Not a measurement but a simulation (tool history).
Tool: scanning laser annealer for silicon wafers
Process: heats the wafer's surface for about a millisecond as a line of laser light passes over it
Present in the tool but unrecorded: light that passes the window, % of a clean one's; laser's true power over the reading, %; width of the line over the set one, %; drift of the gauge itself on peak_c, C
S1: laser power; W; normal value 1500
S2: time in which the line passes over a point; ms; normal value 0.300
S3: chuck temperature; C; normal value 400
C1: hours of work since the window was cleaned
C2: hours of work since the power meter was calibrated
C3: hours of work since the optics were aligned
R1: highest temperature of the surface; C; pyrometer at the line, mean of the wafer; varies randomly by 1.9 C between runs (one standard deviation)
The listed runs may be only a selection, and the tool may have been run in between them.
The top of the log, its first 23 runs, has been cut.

run 24 hour=309.7 | S1=1334 S2=0.300 S3=379 | C1=84 C2=251 C3=696 | R1=1063
run 25 hour=321.7 | S1=1390 S2=0.292 S3=369 | C1=91 C2=258 C3=703 | R1=1075
run 26 hour=333.1 | S1=1519 S2=0.292 S3=417 | C1=98 C2=265 C3=709 | R1=1204
run 27 hour=344.4 | S1=1519 S2=0.292 S3=417 | C1=104 C2=272 C3=716 | R1=1202
run 28 hour=361.6 | S1=1519 S2=0.271 S3=438 | C1=114 C2=282 C3=726 | R1=1198
run 29 hour=369.9 | S1=1500 S2=0.300 S3=431 | C1=119 C2=287 C3=731 | R1=1215
run 30 hour=379.6 | S1=1500 S2=0.300 S3=431 | C1=125 C2=292 C3=736 | R1=1215
run 31 hour=391.5 | S1=1500 S2=0.300 S3=431 | C1=132 C2=299 C3=743 | R1=1212
run 32 hour=407.9 | S1=1392 S2=0.356 S3=396 | C1=141 C2=309 C3=753 | R1=1171
run 33 hour=424.5 | S1=1604 S2=0.220 S3=427 | C1=151 C2=318 C3=762 | R1=1165
run 34 hour=434.3 | S1=1554 S2=0.252 S3=400 | C1=157 C2=324 C3=768 | R1=1159
run 35 hour=443.4 | S1=1504 S2=0.300 S3=400 | C1=162 C2=329 C3=773 | R1=1186
run 36 hour=451.4 | S1=1404 S2=0.223 S3=374 | C1=167 C2=334 C3=778 | R1=1014
run 37 hour=470.1 | S1=1404 S2=0.223 S3=374 | C1=178 C2=345 C3=789 | R1=1014
run 38 hour=479.8 | S1=1404 S2=0.223 S3=374 | C1=183 C2=350 C3=795 | R1=1012
run 39 hour=498.4 | S1=1625 S2=0.245 S3=424 | C1=194 C2=361 C3=806 | R1=1209
run 40 hour=513.0 | S1=1625 S2=0.245 S3=424 | C1=203 C2=370 C3=814 | R1=1211
run 41 hour=527.6 | S1=1625 S2=0.217 S3=424 | C1=211 C2=378 C3=822 | R1=1172
run 42 hour=543.8 | S1=1625 S2=0.217 S3=424 | C1=221 C2=388 C3=832 | R1=1173

What if the next run were any one of these 3? Each begins from the tool's condition after run 42:
run A hour=555.4 | S1=1556 S2=0.217 S3=386 | C1=227 C2=394 C3=839 | R1=?
run B hour=555.4 | S1=1297 S2=0.300 S3=438 | C1=227 C2=394 C3=839 | R1=?
run C hour=555.4 | S1=1476 S2=0.217 S3=424 | C1=227 C2=394 C3=839 | R1=?

run=A R1=1097
run=B R1=1100
run=C R1=1093
With the hidden condition removed and each run's random variation left untouched, the same runs would have given:
run=A R1=1097
run=B R1=1101
run=C R1=1093
